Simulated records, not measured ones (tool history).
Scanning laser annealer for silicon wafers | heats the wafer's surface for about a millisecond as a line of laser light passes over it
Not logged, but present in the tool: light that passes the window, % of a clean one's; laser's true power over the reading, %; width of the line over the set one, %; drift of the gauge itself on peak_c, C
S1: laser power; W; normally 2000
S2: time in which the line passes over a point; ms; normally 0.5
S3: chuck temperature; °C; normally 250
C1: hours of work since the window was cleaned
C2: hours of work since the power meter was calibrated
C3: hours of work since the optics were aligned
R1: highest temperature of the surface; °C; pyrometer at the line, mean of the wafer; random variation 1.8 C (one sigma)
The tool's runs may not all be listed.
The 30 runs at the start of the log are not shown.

run	day	S1	S2	S3	C1	C2	C3	R1
31	80.329	1787	0.5	225	212	1858	756	939
32	81.958	1874	0.52	261	242	1888	785	1023
33	85.238	2000	0.553	270	301	1948	845	1103
34	87.267	2000	0.553	270	339	1985	882	1103
35	90.479	2000	0.5	221	397	2044	941	999
36	93.092	2058	0.44	224	445	2091	989	973
37	95.179	2058	0.44	224	483	2130	1027	964
38	96.958	2058	0.545	288	515	2162	1059	1121
# day 99.017: window over the wafer cleaned
39	100.054	2000	0.5	236	19	2217	1114	1046
40	103.25	2000	0.5	236	77	2275	1173	1037

Predict each of these 3 candidate next runs independently; none follows another, all start after run 40:
A	106.571	2114	0.412	250	138	2336	1233	?
B	106.571	2000	0.408	270	138	2336	1233	?
C	106.571	2000	0.361	236	138	2336	1233	?

run	R1
A	1007
B	984
C	905
With no hidden state in the tool, these same runs would have given:
run	R1
A	1029
B	1005
C	925

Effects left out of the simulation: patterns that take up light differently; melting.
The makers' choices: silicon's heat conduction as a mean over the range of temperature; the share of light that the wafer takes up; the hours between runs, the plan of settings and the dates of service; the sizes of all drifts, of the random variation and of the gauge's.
